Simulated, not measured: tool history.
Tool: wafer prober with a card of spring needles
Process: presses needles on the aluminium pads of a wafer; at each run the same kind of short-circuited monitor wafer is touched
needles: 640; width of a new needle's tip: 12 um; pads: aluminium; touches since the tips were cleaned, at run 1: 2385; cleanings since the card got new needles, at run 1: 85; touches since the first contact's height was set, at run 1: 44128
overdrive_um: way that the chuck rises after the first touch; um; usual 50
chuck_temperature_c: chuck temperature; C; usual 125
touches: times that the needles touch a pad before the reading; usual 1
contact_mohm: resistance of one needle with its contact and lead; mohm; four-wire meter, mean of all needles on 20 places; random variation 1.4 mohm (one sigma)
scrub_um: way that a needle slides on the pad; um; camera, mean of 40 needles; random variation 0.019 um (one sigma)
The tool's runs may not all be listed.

run   hour  overdrive_um  chuck_temperature_c  touches  touches since the tips were cleaned  cleanings since the card got new needles  touches since the first contact's height was set  contact_mohm  scrub_um
  1      0            50                  125        1                                 2385                                        85                                             44128           179      6.04
       1.5  -- tips cleaned on abrasive film
       8.8  -- tips cleaned on abrasive film
      16.1  -- tips cleaned on abrasive film
  2   21.1            50                  125        1                                 2464                                        88                                             54510           177      6.03
      22.6  -- tips cleaned on abrasive film
      29.9  -- tips cleaned on abrasive film
      37.2  -- tips cleaned on abrasive film
      43.1  -- tips cleaned on abrasive film
      48.9  -- tips cleaned on abrasive film
  3   52.1            50                  125        1                                 1576                                        93                                             69761           168      5.94
      55.1  -- tips cleaned on abrasive film
      62.4  -- tips cleaned on abrasive film
      68.2  -- tips cleaned on abrasive film
      75.5  -- tips cleaned on abrasive film
      82.8  -- tips cleaned on abrasive film
      88.7  -- tips cleaned on abrasive film
  4     91            50                  125        1                                 1162                                        99                                             88916           155       5.9
      95.5  -- tips cleaned on abrasive film
     101.3  -- tips cleaned on abrasive film
     107.2  -- tips cleaned on abrasive film
       113  -- tips cleaned on abrasive film
     118.9  -- tips cleaned on abrasive film
     124.8  -- tips cleaned on abrasive film
  5  129.3            62                  125        1                                 2291                                       105                                            107760           159      7.35
     130.9  -- tips cleaned on abrasive film
     136.7  -- tips cleaned on abrasive film
     139.9  -- height of the first contact set anew
     142.9  -- tips cleaned on abrasive film
     150.2  -- tips cleaned on abrasive film
     156.1  -- tips cleaned on abrasive film
     161.9  -- tips cleaned on abrasive film
     167.8  -- tips cleaned on abrasive film
  6  172.6            58                  125        1                                 2390                                       112                                             16065           168       7.1
     174.1  -- tips cleaned on abrasive film
       180  -- tips cleaned on abrasive film
     185.8  -- tips cleaned on abrasive film
     193.1  -- tips cleaned on abrasive film
  7  194.3            58                  125        1                                  553                                       116                                             26695           139      7.05
     200.1  -- tips cleaned on abrasive film
       206  -- tips cleaned on abrasive film
     213.3  -- tips cleaned on abrasive film
     219.1  -- tips cleaned on abrasive film
     226.4  -- tips cleaned on abrasive film
     232.3  -- tips cleaned on abrasive film
  8    236            58                  125        1                                 1847                                       122                                             47255           159      7.01
       239  -- tips cleaned on abrasive film
     244.8  -- tips cleaned on abrasive film
     250.7  -- tips cleaned on abrasive film
     256.6  -- tips cleaned on abrasive film
     262.4  -- tips cleaned on abrasive film
  9  266.8            58                  125        1                                 2192                                       127                                             62401           168      6.98
     268.3  -- tips cleaned on abrasive film
     274.2  -- tips cleaned on abrasive film
     280.1  -- tips cleaned on abrasive film
     287.4  -- tips cleaned on abrasive film
     293.2  -- tips cleaned on abrasive film
     299.1  -- tips cleaned on abrasive film
     306.4  -- tips cleaned on abrasive film
 10  308.2            50                   69        1                                  929                                       134                                             82752           154      5.91
     312.7  -- tips cleaned on abrasive film
     318.5  -- tips cleaned on abrasive film
     324.4  -- tips cleaned on abrasive film
     331.3  -- tips cleaned on abrasive film
 11  331.3            50                   69        1                                    0                                       138                                             94064           122      5.89
     337.1  -- tips cleaned on abrasive film
       343  -- tips cleaned on abrasive film
     348.9  -- tips cleaned on abrasive film
 12  352.6            50                   69        1                                 1850                                       141                                            104552           173      5.83
     355.6  -- tips cleaned on abrasive film
     361.4  -- tips cleaned on abrasive film
     367.3  -- tips cleaned on abrasive film
       369  -- height of the first contact set anew
     373.4  -- tips cleaned on abrasive film
     379.3  -- tips cleaned on abrasive film
 13  383.8            31                  117        2                                 2246                                       146                                              7284           208      3.83
     385.3  -- tips cleaned on abrasive film
     392.6  -- tips cleaned on abrasive film
     399.9  -- tips cleaned on abrasive film
     405.8  -- tips cleaned on abrasive film
     411.7  -- tips cleaned on abrasive film
 14  412.9            59                   99        2                                  616                                       151                                             21572           130      7.23
     418.8  -- tips cleaned on abrasive film
     424.6  -- tips cleaned on abrasive film
     430.5  -- tips cleaned on abrasive film
     437.8  -- tips cleaned on abrasive film
     445.1  -- tips cleaned on abrasive film
 15  449.9            60                   70        1                                 2404                                       156                                             39810           169      7.32
     451.4  -- tips cleaned on abrasive film
     457.3  -- tips cleaned on abrasive film
     464.6  -- tips cleaned on abrasive film
     470.5  -- tips cleaned on abrasive film
     477.8  -- tips cleaned on abrasive film
     483.6  -- tips cleaned on abrasive film
     489.5  -- tips cleaned on abrasive film
 16  493.2            64                  111        1                                 1851                                       163                                             61092           154      7.74

Run 17 comes next. What will it give?
     496.2  -- tips cleaned on abrasive film
      502  -- tips cleaned on abrasive film
     509.3  -- tips cleaned on abrasive film
     515.2  -- tips cleaned on abrasive film
 17   517            64                   66        1                                  888                                       167                                             72777             ?         ?

Run 17 gave contact_mohm 136 mohm, scrub_um 7.66 um.
Without the tool's hidden state the same run would have given contact_mohm 111 mohm, scrub_um 7.89 um.
